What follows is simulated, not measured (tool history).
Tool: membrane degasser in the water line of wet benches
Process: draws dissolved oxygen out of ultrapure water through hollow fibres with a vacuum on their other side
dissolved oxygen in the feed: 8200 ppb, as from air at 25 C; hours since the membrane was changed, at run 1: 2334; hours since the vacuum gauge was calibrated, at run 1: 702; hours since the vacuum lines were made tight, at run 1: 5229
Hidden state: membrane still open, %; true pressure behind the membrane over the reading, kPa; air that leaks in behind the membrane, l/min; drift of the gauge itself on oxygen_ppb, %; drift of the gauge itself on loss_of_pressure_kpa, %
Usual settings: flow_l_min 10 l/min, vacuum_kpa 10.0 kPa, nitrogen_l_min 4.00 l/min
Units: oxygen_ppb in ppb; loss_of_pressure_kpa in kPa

| run | day | flow_l_min | vacuum_kpa | nitrogen_l_min | hours since the membrane was changed | hours since the vacuum gauge was calibrated | hours since the vacuum lines were made tight | oxygen_ppb | loss_of_pressure_kpa |
|---|---|---|---|---|---|---|---|---|---|
| 1 | 0.000 | 10 | 10.0 | 4.00 | 2334 | 702 | 5229 | 48.0 | 69.33 |
| 2 | 5.667 | 11 | 10.0 | 4.00 | 2470 | 838 | 5365 | 55.3 | 75.91 |
| 3 | 11.242 | 10 | 10.0 | 4.89 | 2604 | 972 | 5499 | 40.3 | 69.58 |
| 4 | 15.771 | 10 | 10.0 | 4.89 | 2713 | 1081 | 5607 | 39.9 | 69.81 |
| 5 | 21.875 | 10 | 10.0 | 8.70 | 2859 | 1227 | 5754 | 25.6 | 69.48 |
| 6 | 25.858 | 10 | 10.0 | 8.70 | 2955 | 1323 | 5849 | 25.8 | 69.20 |
| 7 | 30.800 | 10 | 10.0 | 8.70 | 3073 | 1441 | 5968 | 25.2 | 69.76 |
| 8 | 36.125 | 10 | 10.0 | 8.70 | 3201 | 1569 | 6096 | 25.6 | 69.48 |
| 9 | 39.788 | 10 | 12.3 | 8.70 | 3289 | 1657 | 6184 | 31.3 | 69.83 |
| 10 | 43.104 | 10 | 12.3 | 8.70 | 3369 | 1737 | 6263 | 31.7 | 70.09 |
| 11 | 49.704 | 10 | 8.7 | 4.00 | 3527 | 1895 | 6422 | 40.7 | 69.90 |
| 12 | 52.988 | 10 | 8.7 | 4.00 | 3606 | 1974 | 6500 | 40.3 | 69.74 |
| 13 | 59.579 | 10 | 10.0 | 4.00 | 3764 | 2132 | 6659 | 48.5 | 70.03 |
| 14 | 65.996 | 10 | 10.0 | 4.00 | 3918 | 2286 | 6813 | 49.5 | 70.28 |
| 15 | 72.188 | 8 | 10.0 | 4.00 | 4067 | 2435 | 6961 | 37.2 | 55.71 |
| 16 | 75.854 | 8 | 10.0 | 4.00 | 4155 | 2523 | 7049 | 37.2 | 55.98 |
| 17 | 78.829 | 8 | 10.0 | 4.00 | 4226 | 2594 | 7121 | 37.5 | 56.17 |
| 18 | 84.696 | 9 | 13.1 | 1.97 | 4367 | 2735 | 7262 | 116.4 | 63.01 |
| 19 | 88.296 | 10 | 13.1 | 4.94 | 4453 | 2821 | 7348 | 57.6 | 69.50 |
| 20 | 94.583 | 10 | 13.1 | 4.94 | 4604 | 2972 | 7499 | 56.6 | 69.80 |
|  | 95.033 | vacuum gauge calibrated |
| 21 | 98.229 | 10 | 8.7 | 1.86 | 4691 | 77 | 7586 | 81.5 | 70.05 |
| 22 | 101.404 | 15 | 11.6 | 1.86 | 4767 | 153 | 7662 | 189.8 | 105.19 |
| 23 | 108.229 | 7 | 10.0 | 4.00 | 4931 | 317 | 7826 | 31.7 | 49.58 |
| 24 | 112.871 | 7 | 10.0 | 4.00 | 5043 | 428 | 7937 | 32.7 | 49.42 |
|  | 116.488 | vacuum gauge calibrated, once more |
| 25 | 118.429 | 13 | 10.0 | 4.00 | 5176 | 47 | 8070 | 71.4 | 91.24 |
| 26 | 125.012 | 16 | 9.0 | 6.86 | 5333 | 205 | 8228 | 71.0 | 112.92 |
| 27 | 131.367 | 8 | 9.0 | 6.86 | 5486 | 357 | 8381 | 20.1 | 56.20 |
| 28 | 137.667 | 8 | 9.0 | 6.86 | 5637 | 508 | 8532 | 19.4 | 56.50 |
| 29 | 140.800 | 8 | 9.0 | 6.86 | 5712 | 583 | 8607 | 20.4 | 56.49 |
| 30 | 143.742 | 10 | 8.4 | 4.00 | 5783 | 654 | 8678 | 40.2 | 70.67 |
| 31 | 148.775 | 10 | 8.4 | 3.51 | 5904 | 775 | 8798 | 42.7 | 71.05 |
| 32 | 154.017 | 7 | 10.7 | 2.22 | 6030 | 901 | 8924 | 62.0 | 49.48 |

Hidden state at the last listed run before each entry between runs and at the first one after, where it differs:
Between runs 20 and 21: vacuum gauge calibrated (day 95.033)
  membrane still open, %: 97.6 -> 97.5; true pressure behind the membrane over the reading, kPa: 0.08 -> 0.11; air that leaks in behind the membrane, l/min: 0.0112 -> 0.0114
  measured less the result without the state, oxygen_ppb: +2.8 -> +4.3 ppb; loss_of_pressure_kpa: +1.70 -> +1.73 kPa
Between runs 24 and 25: vacuum gauge calibrated, once more (day 116.488)
  true pressure behind the membrane over the reading, kPa: 0.12 -> 0.01; air that leaks in behind the membrane, l/min: 0.0118 -> 0.012
  measured less the result without the state, oxygen_ppb: +2.0 -> +3.9 ppb; loss_of_pressure_kpa: +1.32 -> +2.49 kPa
